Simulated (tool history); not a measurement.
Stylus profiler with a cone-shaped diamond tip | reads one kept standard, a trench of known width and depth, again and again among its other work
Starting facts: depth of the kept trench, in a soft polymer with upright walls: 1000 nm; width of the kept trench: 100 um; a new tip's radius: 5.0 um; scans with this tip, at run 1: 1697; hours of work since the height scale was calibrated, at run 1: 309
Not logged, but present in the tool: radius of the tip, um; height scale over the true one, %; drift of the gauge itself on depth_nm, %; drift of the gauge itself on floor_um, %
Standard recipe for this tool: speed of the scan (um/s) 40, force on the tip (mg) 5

run    day  speed of the scan (um/s)  force on the tip (mg)  scans with this tip  hours of work since the height scale was calibrated  depth of the trench (angstrom)  width of the trench's floor (nm)
  1      0                        40                      5                 1697                                                  309                         10209.2                             93490
  2  0.612                        40                   2.23                 1761                                                  320                         10117.7                             93420
  3  1.108                        40                   2.23                 1813                                                  330                         10113.3                             93420
  4  1.404                        40                   2.23                 1843                                                  335                         10117.5                             93430
  5  2.042                        40                   2.23                 1909                                                  347                         10118.4                             93390
  6  2.396                        40                   2.23                 1946                                                  354                         10116.4                             93330
  7  2.746                        40                      5                 1983                                                  361                         10206.4                             93480
  8  3.367                        40                      5                 2047                                                  372                         10207.9                             93410
  9  3.775                        44                  12.83                 2090                                                  380                         10390.8                             93420
     3.846  -- height scale calibrated on a step standard
 10    4.4                        44                  12.83                 2153                                                   10                         10391.3                             93460
 11  4.742                        44                  12.83                 2188                                                   17                         10388.2                             93510
 12  5.288                        44                      4                 2245                                                   27                         10172.1                             93360
     5.442  -- height scale calibrated on a step standard, once more
 13  5.946                        44                      4                 2311                                                   10                         10187.3                             93390
 14  6.579                        52                  13.28                 2377                                                   22                         10410.2                             93390

Below, some changes in depth of the trench (angstrom) between adjacent runs. For each, the amount present without the hidden state too (settings, incoming material, random variation) and the amount remaining for the hidden state with gauge scatter not shared by both compared results:
Run 12 -> 13: height scale calibrated on a step standard, once more. depth of the trench (angstrom) +15.2: hidden state +13.5, all else +1.7.
Run 13 -> 14: speed of the scan (um/s) 44 -> 52, force on the tip (mg) 4 -> 13.28. depth of the trench (angstrom) +222.9: hidden state -0.2, all else +223.1.

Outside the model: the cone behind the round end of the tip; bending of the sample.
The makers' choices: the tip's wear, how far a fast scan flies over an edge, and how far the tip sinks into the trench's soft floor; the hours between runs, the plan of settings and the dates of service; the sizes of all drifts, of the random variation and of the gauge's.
